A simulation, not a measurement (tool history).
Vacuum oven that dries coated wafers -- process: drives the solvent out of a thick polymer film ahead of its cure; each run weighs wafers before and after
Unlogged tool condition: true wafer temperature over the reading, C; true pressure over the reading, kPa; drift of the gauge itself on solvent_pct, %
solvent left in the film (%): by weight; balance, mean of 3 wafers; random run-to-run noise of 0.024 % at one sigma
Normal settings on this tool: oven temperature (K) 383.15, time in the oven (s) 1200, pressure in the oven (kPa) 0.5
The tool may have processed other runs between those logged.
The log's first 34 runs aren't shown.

run   hour  oven temperature (K)  time in the oven (s)  pressure in the oven (kPa)  hours of work since the thermocouples were calibrated  hours of work since the vacuum gauge was cleaned of residue  solvent left in the film (%)
 35  291.3                391.15                   660                       1.258                                                    387                                                           19                          1.61
 36  301.7                388.15                  1680                       0.939                                                    392                                                           24                          0.34
 37  308.6                388.15                  1680                       0.939                                                    395                                                           27                          0.34
 38  314.8                388.15                   600                       0.939                                                    398                                                           30                          2.74
 39    326                369.15                  1080                       0.552                                                    404                                                           35                          6.77
 40  336.5                382.15                   720                       1.125                                                    409                                                           40                          3.91
 41  347.5                368.15                  1380                       0.587                                                    414                                                           46                          5.63
 42    354                376.15                  1620                       0.269                                                    417                                                           49                          1.64
 43  364.2                376.15                  1620                       0.269                                                    422                                                           54                          1.63
 44  374.6                379.15                  1740                       1.654                                                    427                                                           59                          1.35

3 options for the next run, each taken on its own from the tool as it stands now. Forecast them:
  A  379.8                379.15                  1740                       0.333                                                    429                                                           61                             ?
  B  379.8                386.15                  1740                       1.654                                                    429                                                           61                             ?
  C  379.8                383.15                  1200                       0.346                                                    429                                                           61                             ?

run  solvent left in the film (%)
  A                          0.87
  B                          0.65
  C                          1.12
What these runs would have given with no unlogged condition in the tool:
run  solvent left in the film (%)
  A                          0.67
  B                          0.58
  C                          0.86
